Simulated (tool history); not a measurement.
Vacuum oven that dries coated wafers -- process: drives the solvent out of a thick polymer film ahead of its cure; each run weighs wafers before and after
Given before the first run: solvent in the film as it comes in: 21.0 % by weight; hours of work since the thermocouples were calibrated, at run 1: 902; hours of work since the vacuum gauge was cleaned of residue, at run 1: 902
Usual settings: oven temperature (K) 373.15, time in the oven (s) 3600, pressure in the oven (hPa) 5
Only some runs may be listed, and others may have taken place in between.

run	hour	oven temperature (K)	time in the oven (s)	pressure in the oven (hPa)	hours of work since the thermocouples were calibrated	hours of work since the vacuum gauge was cleaned of residue	solvent left in the film (%)
1	0	373.15	3600	5	902	902	1.76
# hour 7.8: oven's thermocouples calibrated
2	80.9	373.15	4980	5	39	944	0.78
# hour 122.6: oven's thermocouples calibrated, once more
3	138.8	373.15	4980	5	9	974	1.16
4	206.4	373.15	2040	5	44	1010	5.39
5	274.5	378.15	3600	5	80	1046	1.32
6	331.1	378.15	3600	5	110	1076	1.31
7	406.6	373.15	3600	5	150	1116	2.28
8	470.4	373.15	3600	5	184	1149	2.26
9	530.6	371.15	3600	5	216	1181	2.83
10	589.4	373.15	3600	5	247	1212	2.27
11	628.4	373.15	5640	5	268	1233	0.94
12	692.3	373.15	2220	5	302	1267	4.71
13	739	373.15	2220	5	326	1292	4.74
14	807.2	373.15	2220	5	363	1328	4.76
15	886.2	373.15	2220	5	404	1370	4.78
16	948.3	373.15	3600	5	437	1402	2.27
17	996.2	373.15	3600	5	463	1428	2.02
18	1031.8	373.15	3600	5	481	1447	2.16
19	1071.7	358.15	3600	5	503	1468	7.1
20	1126.5	358.15	3600	5	532	1497	6.99
21	1161.8	358.15	3600	5	550	1515	7.04
22	1235.5	359.15	3600	5	589	1554	6.73
23	1316.9	373.15	3600	5	632	1598	2.06
24	1380.4	370.15	3600	7.47	666	1631	2.96
25	1432	370.15	3600	7.47	693	1659	2.97
26	1499.4	387.15	2220	2.82	729	1694	0.97
27	1544.2	387.15	2220	2.82	753	1718	1.01
28	1604.8	387.15	2220	2.82	785	1750	0.96
29	1645.5	387.15	1920	6.82	806	1772	1.5
30	1727	387.15	1920	6.82	850	1815	1.51
31	1766.2	374.15	3600	5	870	1836	1.78
32	1800.1	374.15	3600	5	888	1853	1.72
# hour 1839.7: oven's thermocouples calibrated
33	1866.3	374.15	3600	5	14	1888	2.03
34	1903.4	374.15	3600	5	34	1907	2.13
35	1954.7	374.15	3600	5	61	1934	2.03
36	1990.2	374.15	3600	5	80	1953	2.1
37	2053.5	373.15	5340	12.62	113	1987	1.45
38	2113.5	369.15	3600	5	145	2018	3.41
39	2177.4	373.15	2400	2.59	179	2052	4.24
40	2216	373.15	2400	2.59	199	2073	4.14
41	2267.6	374.15	4860	4.7	227	2100	1.16
42	2316.7	374.15	2220	4.7	253	2126	4.35
43	2378.5	370.15	3900	8.68	285	2159	2.83
44	2456.2	370.15	3900	8.68	326	2200	2.73
45	2502.9	373.15	2880	5	351	2225	3.18
46	2580.3	373.15	2880	5	392	2266	3.18

What would each run have given without the hidden state, its run-to-run variation left as it was?
Hidden state at play: true wafer temperature over the reading, C; true pressure over the reading, kPa; drift of the gauge itself on solvent_pct, %.
run	solvent left in the film (%)
1	2.21
2	1.06
3	1.06
4	5.26
5	1.25
6	1.25
7	2.22
8	2.21
9	2.8
10	2.25
11	0.89
12	4.75
13	4.8
14	4.85
15	4.89
16	2.33
17	2.1
18	2.25
19	7.27
20	7.18
21	7.25
22	6.97
23	2.21
24	3.18
25	3.19
26	1.08
27	1.13
28	1.08
29	1.69
30	1.72
31	2.01
32	1.96
33	1.93
34	2.04
35	1.94
36	2.02
37	1.37
38	3.37
39	4.25
40	4.16
41	1.1
42	4.41
43	2.85
44	2.77
45	3.27
46	3.29
